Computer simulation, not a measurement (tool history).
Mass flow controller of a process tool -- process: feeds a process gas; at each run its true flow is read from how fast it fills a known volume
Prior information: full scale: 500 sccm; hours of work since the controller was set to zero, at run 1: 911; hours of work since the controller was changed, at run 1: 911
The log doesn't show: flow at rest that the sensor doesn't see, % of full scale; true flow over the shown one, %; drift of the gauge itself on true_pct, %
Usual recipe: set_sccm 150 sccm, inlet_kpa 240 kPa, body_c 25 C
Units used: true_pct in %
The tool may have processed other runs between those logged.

run	day	set_sccm	inlet_kpa	body_c	hours of work since the controller was set to zero	hours of work since the controller was changed	true_pct
1	0	150	240	25	911	911	98.66
2	2.571	150	240	25	941	941	98.56
3	4.604	150	240	25	964	964	98.66
4	6.854	150	240	25	990	990	98.68
5	9.392	150	176	25	1019	1019	99.09
6	11.796	150	240	25	1047	1047	98.81
7	14.204	101	240	25	1075	1075	98.5
8	16.229	150	240	25	1098	1098	98.88
9	19.371	150	240	33	1134	1134	98.16
10	20.788	150	240	33	1151	1151	98.18
11	22.85	150	240	33	1175	1175	98.21
12	24.654	150	240	20	1195	1195	99.25
13	27.167	150	240	20	1224	1224	99.25
14	29	150	240	20	1245	1245	99.19
15	30.692	150	240	20	1265	1265	99.36
16	33.117	150	240	20	1293	1293	99.58
17	36.112	150	240	20	1327	1327	99.4
18	39.008	150	240	20	1361	1361	99.55
19	40.312	150	240	20	1376	1376	99.43
20	43.4	150	262	25	1412	1412	98.99
21	44.958	150	262	25	1430	1430	98.95
22	47.312	150	262	25	1457	1457	99.03
23	48.871	150	262	25	1475	1475	99.02
24	51.279	150	262	25	1502	1502	98.97
25	53.558	104	262	20	1529	1529	99.3
26	55.504	76	162	20	1551	1551	99.96
27	57.067	76	162	20	1569	1569	100.02
28	59.646	115	222	23	1599	1599	99.48
# day 61.608: gauge calibrated
29	62.812	282	231	22	1635	1635	99.35
30	65.379	100	231	37	1665	1665	97.52
31	66.954	126	165	29	1683	1683	98.89
32	69.675	126	165	29	1715	1715	98.87
33	72.821	126	250	29	1751	1751	98.16
34	74.946	477	194	27	1775	1775	100.03
35	76.758	292	171	33	1796	1796	99.05
36	79.304	110	201	23	1826	1826	99.07
37	82.167	110	201	23	1859	1859	99.16
38	84.596	110	143	23	1887	1887	99.7
39	87.1	110	143	23	1916	1916	99.61
40	90.083	74	240	31	1950	1950	98.35
41	91.938	74	240	31	1971	1971	98.26
42	95.121	108	240	28	2008	2008	98.69
43	98.146	109	180	38	2043	2043	98.18
44	99.488	109	180	38	2058	2058	98.34
45	101.875	410	277	21	2086	2086	99.91
46	103.588	309	195	29	2106	2106	99.71
47	106.275	82	184	37	2137	2137	98.41

Pick out some run-to-run changes in true_pct. Of each, how much would a tool without hidden state show as well, from the settings, what came in and chance, and how much is left for the hidden state and any gauge scatter not in both results compared?
Run 17 -> 18: no setting changed, nothing entered. true_pct +0.15 %: hidden state +0.04, all else +0.11.
Run 28 -> 29: set_sccm 115 -> 282, inlet_kpa 222 -> 231, body_c 23 -> 22, gauge calibrated. true_pct -0.13 %: hidden state -0.7, all else +0.57.
Run 29 -> 30: set_sccm 282 -> 100, body_c 22 -> 37. true_pct -1.83 %: hidden state +0.02, all else -1.85.
Run 33 -> 34: set_sccm 126 -> 477, inlet_kpa 250 -> 194, body_c 29 -> 27. true_pct +1.87 %: hidden state +0.03, all else +1.84.
Run 44 -> 45: set_sccm 109 -> 410, inlet_kpa 180 -> 277, body_c 38 -> 21. true_pct +1.57 %: hidden state +0.05, all else +1.52.
